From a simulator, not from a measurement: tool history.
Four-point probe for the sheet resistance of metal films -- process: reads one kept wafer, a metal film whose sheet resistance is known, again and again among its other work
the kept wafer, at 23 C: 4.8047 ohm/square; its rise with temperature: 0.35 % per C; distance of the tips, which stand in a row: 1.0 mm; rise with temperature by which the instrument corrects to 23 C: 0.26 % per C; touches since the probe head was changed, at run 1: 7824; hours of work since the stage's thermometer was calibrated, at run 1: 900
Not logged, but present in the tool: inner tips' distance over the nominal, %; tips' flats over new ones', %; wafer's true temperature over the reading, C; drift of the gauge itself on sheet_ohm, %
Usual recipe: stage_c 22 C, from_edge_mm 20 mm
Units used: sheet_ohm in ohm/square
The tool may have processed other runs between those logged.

run,hour,stage_c,from_edge_mm,touches since the probe head was changed,hours of work since the stage's thermometer was calibrated,sheet_ohm
1,0.0,22,20,7824,900,4.796057
2,21.6,22,20,8671,913,4.791722
3,37.9,22,20,9311,922,4.793791
4,55.0,22,13,9982,932,4.800752
5,74.8,22,13,10757,943,4.801704
6,86.1,22,6,11199,949,4.858095
7,97.7,22,20,11656,956,4.793724
8,118.6,22,20,12476,968,4.795511
9,131.9,22,20,12996,976,4.792489
10,153.6,20,20,13849,988,4.783900
11,177.0,24,4,14765,1001,4.951281
12,193.0,24,5,15392,1011,4.897590
13,208.9,26,7,16017,1020,4.857467
14,224.8,20,33,16642,1029,4.782369
15,243.3,20,23,17366,1039,4.782885
16,255.5,24,51,17845,1046,4.798106
17,277.8,24,32,18720,1059,4.798701
18,302.2,24,32,19675,1073,4.798284
19,312.4,32,38,20077,1079,4.832105
20,327.0,32,38,20651,1087,4.832639

Each row is a separate what-if for the run after 20, all from the same tool condition, not one after another. Results?
A,350.3,23,38,21564,1101,?
B,350.3,29,33,21564,1101,?
C,350.3,25,74,21564,1101,?
D,350.3,21,4,21564,1101,?

run,sheet_ohm
A,4.793779
B,4.819852
C,4.802347
D,4.939534
Had the tool no hidden state, the same runs would have come out as:
run,sheet_ohm
A,4.805974
B,4.832067
C,4.814549
D,4.952090

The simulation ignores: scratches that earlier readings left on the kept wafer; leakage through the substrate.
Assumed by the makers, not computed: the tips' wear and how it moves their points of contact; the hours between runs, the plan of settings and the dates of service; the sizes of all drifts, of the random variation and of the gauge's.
